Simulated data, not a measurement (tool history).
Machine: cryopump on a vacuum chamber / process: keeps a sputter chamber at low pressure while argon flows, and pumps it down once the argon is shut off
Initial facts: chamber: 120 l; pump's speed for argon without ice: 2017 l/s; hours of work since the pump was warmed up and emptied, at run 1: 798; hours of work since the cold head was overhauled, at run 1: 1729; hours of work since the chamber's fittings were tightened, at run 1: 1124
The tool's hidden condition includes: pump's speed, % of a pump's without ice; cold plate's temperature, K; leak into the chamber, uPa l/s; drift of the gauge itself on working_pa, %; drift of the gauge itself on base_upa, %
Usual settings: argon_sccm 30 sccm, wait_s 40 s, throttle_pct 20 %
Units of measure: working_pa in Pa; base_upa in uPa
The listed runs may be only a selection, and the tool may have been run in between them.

| run | hour | argon_sccm | wait_s | throttle_pct | hours of work since the pump was warmed up and emptied | hours of work since the cold head was overhauled | hours of work since the chamber's fittings were tightened | working_pa | base_upa |
|---|---|---|---|---|---|---|---|---|---|
| 1 | 0 | 30 | 40 | 20 | 798 | 1729 | 1124 | 0.132 | 1.96 |
| 2 | 46.2 | 30 | 27 | 20 | 837 | 1768 | 1163 | 0.1328 | 2.37 |
| 3 | 71.3 | 30 | 27 | 20 | 858 | 1789 | 1184 | 0.1318 | 2.43 |
|  | 89.6 | pump warmed up, emptied and cooled again |
| 4 | 133 | 30 | 40 | 25 | 37 | 1837 | 1232 | 0.1011 | 1.85 |
| 5 | 176.6 | 30 | 40 | 25 | 73 | 1873 | 1269 | 0.1025 | 1.84 |
| 6 | 205.9 | 30 | 40 | 25 | 98 | 1898 | 1294 | 0.102 | 1.89 |
| 7 | 236.6 | 30 | 40 | 20 | 124 | 1924 | 1320 | 0.1265 | 1.92 |
| 8 | 285.4 | 30 | 40 | 20 | 165 | 1965 | 1361 | 0.1272 | 1.94 |
| 9 | 316.1 | 30 | 40 | 20 | 191 | 1991 | 1387 | 0.128 | 1.95 |
| 10 | 366.8 | 30 | 40 | 20 | 234 | 2034 | 1429 | 0.1287 | 1.98 |
| 11 | 416.2 | 30 | 40 | 20 | 275 | 2075 | 1471 | 0.1283 | 2.08 |
| 12 | 473.2 | 30 | 40 | 20 | 324 | 2123 | 1519 | 0.1279 | 2.11 |
| 13 | 530.3 | 30 | 40 | 20 | 372 | 2172 | 1567 | 0.1299 | 2.16 |
| 14 | 554 | 30 | 40 | 20 | 392 | 2192 | 1587 | 0.1284 | 2.18 |
| 15 | 592.1 | 30 | 40 | 20 | 424 | 2224 | 1620 | 0.1295 | 2.21 |
| 16 | 636.3 | 30 | 40 | 20 | 461 | 2261 | 1657 | 0.1298 | 2.22 |
| 17 | 673.9 | 30 | 40 | 20 | 493 | 2293 | 1688 | 0.1304 | 2.25 |
| 18 | 713.8 | 30 | 40 | 20 | 526 | 2326 | 1722 | 0.13 | 2.3 |
| 19 | 759.7 | 39 | 185 | 20 | 565 | 2365 | 1761 | 0.1694 | 1.69 |
| 20 | 808.8 | 16 | 40 | 28 | 607 | 2406 | 1802 | 0.0503 | 2.38 |

Estimate the outcome of run 21 from the log above:
| 21 | 855.7 | 16 | 40 | 28 | 646 | 2446 | 1842 | ? | ? |

working_pa: 0.0506 Pa
base_upa: 2.43 uPa
With the hidden condition absent and the run-to-run variation left alone, this run would have shown working_pa 0.0478 Pa, base_upa 1.02 uPa.

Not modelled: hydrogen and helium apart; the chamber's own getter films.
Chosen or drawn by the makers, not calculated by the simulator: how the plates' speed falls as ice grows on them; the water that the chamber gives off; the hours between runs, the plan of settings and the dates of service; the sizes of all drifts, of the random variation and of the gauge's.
